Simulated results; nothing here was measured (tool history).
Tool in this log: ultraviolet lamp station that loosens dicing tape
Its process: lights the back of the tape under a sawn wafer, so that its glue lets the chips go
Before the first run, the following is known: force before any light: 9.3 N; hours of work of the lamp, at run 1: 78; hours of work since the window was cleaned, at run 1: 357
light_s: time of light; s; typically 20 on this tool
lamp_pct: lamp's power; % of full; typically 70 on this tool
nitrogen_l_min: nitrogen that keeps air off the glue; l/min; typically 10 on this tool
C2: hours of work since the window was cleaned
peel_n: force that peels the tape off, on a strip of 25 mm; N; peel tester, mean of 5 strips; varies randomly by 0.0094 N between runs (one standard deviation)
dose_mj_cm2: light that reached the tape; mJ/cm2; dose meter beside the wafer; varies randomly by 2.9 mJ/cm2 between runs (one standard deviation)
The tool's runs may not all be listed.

Run 1, hour 0: usual settings; hours of work of the lamp 78; C2 357. Result: peel_n 0.396 N, dose_mj_cm2 408 mJ/cm2.
Run 2, hour 52.8: usual settings; hours of work of the lamp 101; C2 379. Result: peel_n 0.395 N, dose_mj_cm2 410 mJ/cm2.
Run 3, hour 99.2: usual settings but nitrogen_l_min 4 l/min; hours of work of the lamp 120; C2 398. Result: peel_n 0.722 N, dose_mj_cm2 409 mJ/cm2.
Run 4, hour 169.8: usual settings but nitrogen_l_min 4 l/min; hours of work of the lamp 149; C2 428. Result: peel_n 0.731 N, dose_mj_cm2 408 mJ/cm2.
At hour 181.8: window cleaned of glue's vapour.
Run 5, hour 236.6: usual settings but nitrogen_l_min 4 l/min; hours of work of the lamp 177; C2 23. Result: peel_n 0.736 N, dose_mj_cm2 407 mJ/cm2.
Run 6, hour 280.4: usual settings but nitrogen_l_min 4 l/min; hours of work of the lamp 195; C2 41. Result: peel_n 0.738 N, dose_mj_cm2 409 mJ/cm2.
Run 7, hour 309.5: usual settings but nitrogen_l_min 20 l/min; hours of work of the lamp 208; C2 53. Result: peel_n 0.27 N, dose_mj_cm2 404 mJ/cm2.
Run 8, hour 359.8: usual settings but nitrogen_l_min 20 l/min; hours of work of the lamp 229; C2 74. Result: peel_n 0.264 N, dose_mj_cm2 407 mJ/cm2.
Run 9, hour 414.3: usual settings; hours of work of the lamp 251; C2 97. Result: peel_n 0.401 N, dose_mj_cm2 406 mJ/cm2.
Run 10, hour 481.1: usual settings; hours of work of the lamp 279; C2 125. Result: peel_n 0.396 N, dose_mj_cm2 409 mJ/cm2.
Run 11, hour 536.1: usual settings; hours of work of the lamp 302; C2 148. Result: peel_n 0.393 N, dose_mj_cm2 407 mJ/cm2.
Run 12, hour 577.4: usual settings; hours of work of the lamp 320; C2 165. Result: peel_n 0.419 N, dose_mj_cm2 409 mJ/cm2.
Run 13, hour 636.7: usual settings; hours of work of the lamp 344; C2 190. Result: peel_n 0.392 N, dose_mj_cm2 409 mJ/cm2.
Run 14, hour 684: usual settings but light_s 12 s; hours of work of the lamp 364; C2 210. Result: peel_n 1.313 N, dose_mj_cm2 244 mJ/cm2.
Run 15, hour 742.4: usual settings but nitrogen_l_min 8 l/min; hours of work of the lamp 389; C2 234. Result: peel_n 0.453 N, dose_mj_cm2 409 mJ/cm2.
Run 16, hour 774: usual settings; hours of work of the lamp 402; C2 248. Result: peel_n 0.385 N, dose_mj_cm2 402 mJ/cm2.
Run 17, hour 806.4: usual settings; hours of work of the lamp 415; C2 261. Result: peel_n 0.394 N, dose_mj_cm2 410 mJ/cm2.
Run 18, hour 864.9: usual settings; hours of work of the lamp 440; C2 286. Result: peel_n 0.421 N, dose_mj_cm2 405 mJ/cm2.
Run 19, hour 910.4: usual settings; hours of work of the lamp 459; C2 305. Result: peel_n 0.398 N, dose_mj_cm2 407 mJ/cm2.
Run 20, hour 977.6: usual settings; hours of work of the lamp 487; C2 333. Result: peel_n 0.411 N, dose_mj_cm2 407 mJ/cm2.
Run 21, hour 1031.5: usual settings; hours of work of the lamp 509; C2 355. Result: peel_n 0.399 N, dose_mj_cm2 410 mJ/cm2.
Run 22, hour 1096.7: usual settings; hours of work of the lamp 537; C2 382. Result: peel_n 0.398 N, dose_mj_cm2 402 mJ/cm2.
Run 23, hour 1166.4: usual settings but light_s 33 s, nitrogen_l_min 5 l/min; hours of work of the lamp 566; C2 412. Result: peel_n 0.157 N, dose_mj_cm2 670 mJ/cm2.
Run 24, hour 1204.1: usual settings but lamp_pct 78 % of full; hours of work of the lamp 582; C2 427. Result: peel_n 0.3 N, dose_mj_cm2 451 mJ/cm2.
At hour 1216.2: window cleaned of glue's vapour.
Run 25, hour 1252.2: usual settings but light_s 14 s, lamp_pct 66 % of full, nitrogen_l_min 8 l/min; hours of work of the lamp 601; C2 15. Result: peel_n 1.253 N, dose_mj_cm2 269 mJ/cm2.
Run 26, hour 1296: usual settings but light_s 14 s, lamp_pct 66 % of full, nitrogen_l_min 8 l/min; hours of work of the lamp 620; C2 33. Result: peel_n 1.205 N, dose_mj_cm2 266 mJ/cm2.
Run 27, hour 1328.2: usual settings but light_s 14 s, lamp_pct 66 % of full, nitrogen_l_min 8 l/min; hours of work of the lamp 633; C2 47. Result: peel_n 1.242 N, dose_mj_cm2 266 mJ/cm2.
Run 28, hour 1383.8: usual settings but light_s 34 s, lamp_pct 73 % of full, nitrogen_l_min 4 l/min; hours of work of the lamp 656; C2 70. Result: peel_n 0.147 N, dose_mj_cm2 723 mJ/cm2.
Run 29, hour 1454.8: usual settings but light_s 15 s, lamp_pct 82 % of full; hours of work of the lamp 686; C2 100. Result: peel_n 0.58 N, dose_mj_cm2 357 mJ/cm2.
Run 30, hour 1506.4: usual settings but lamp_pct 69 % of full; hours of work of the lamp 708; C2 121. Result: peel_n 0.414 N, dose_mj_cm2 399 mJ/cm2.
Run 31, hour 1560: usual settings but light_s 21 s, lamp_pct 65 % of full, nitrogen_l_min 8 l/min; hours of work of the lamp 730; C2 144. Result: peel_n 0.492 N, dose_mj_cm2 403 mJ/cm2.
Run 32, hour 1608.3: usual settings but light_s 14 s, lamp_pct 87 % of full; hours of work of the lamp 750; C2 164. Result: peel_n 0.588 N, dose_mj_cm2 355 mJ/cm2.
Run 33, hour 1646.3: usual settings but lamp_pct 78 % of full, nitrogen_l_min 13 l/min; hours of work of the lamp 766; C2 180. Result: peel_n 0.245 N, dose_mj_cm2 450 mJ/cm2.
Run 34, hour 1690.2: usual settings but light_s 12 s, lamp_pct 89 % of full; hours of work of the lamp 785; C2 198. Result: peel_n 0.792 N, dose_mj_cm2 311 mJ/cm2.
Run 35, hour 1745.7: usual settings but lamp_pct 96 % of full; hours of work of the lamp 808; C2 221. Result: peel_n 0.157 N, dose_mj_cm2 557 mJ/cm2.
Run 36, hour 1789.4: usual settings but light_s 17 s, lamp_pct 68 % of full, nitrogen_l_min 6 l/min; hours of work of the lamp 826; C2 240. Result: peel_n 0.927 N, dose_mj_cm2 340 mJ/cm2.
Run 37, hour 1842.1: usual settings but light_s 11 s, lamp_pct 69 % of full, nitrogen_l_min 16 l/min; hours of work of the lamp 848; C2 262. Result: peel_n 1.417 N, dose_mj_cm2 221 mJ/cm2.
Run 38, hour 1889.8: usual settings but nitrogen_l_min 11 l/min; hours of work of the lamp 868; C2 282. Result: peel_n 0.367 N, dose_mj_cm2 407 mJ/cm2.
Run 39, hour 1949.9: usual settings but nitrogen_l_min 11 l/min; hours of work of the lamp 893; C2 307. Result: peel_n 0.379 N, dose_mj_cm2 407 mJ/cm2.
Run 40, hour 2017.1: usual settings but light_s 19 s, lamp_pct 80 % of full, nitrogen_l_min 9 l/min; hours of work of the lamp 921; C2 335. Result: peel_n 0.34 N, dose_mj_cm2 438 mJ/cm2.
Run 41, hour 2086.6: usual settings but light_s 19 s, lamp_pct 97 % of full, nitrogen_l_min 9 l/min; hours of work of the lamp 950; C2 364. Result: peel_n 0.202 N, dose_mj_cm2 535 mJ/cm2.
Run 42, hour 2127.6: usual settings but light_s 19 s, lamp_pct 97 % of full, nitrogen_l_min 9 l/min; hours of work of the lamp 967; C2 381. Result: peel_n 0.18 N, dose_mj_cm2 537 mJ/cm2.
Run 43, hour 2195.4: usual settings but light_s 23 s, lamp_pct 95 % of full; hours of work of the lamp 996; C2 409. Result: peel_n 0.117 N, dose_mj_cm2 635 mJ/cm2.

How the hidden state differs across the entries between the runs, from the last listed run before each to the first after it:
Runs 4 to 5: window cleaned of glue's vapour (hour 181.8)
  light that the window lets through, % of a clean one's: 99.9 -> 100
Runs 24 to 25: window cleaned of glue's vapour (hour 1216.2)
  lamp's light, % of a new lamp's: 100 -> 99.9; light that the window lets through, % of a clean one's: 99.9 -> 100
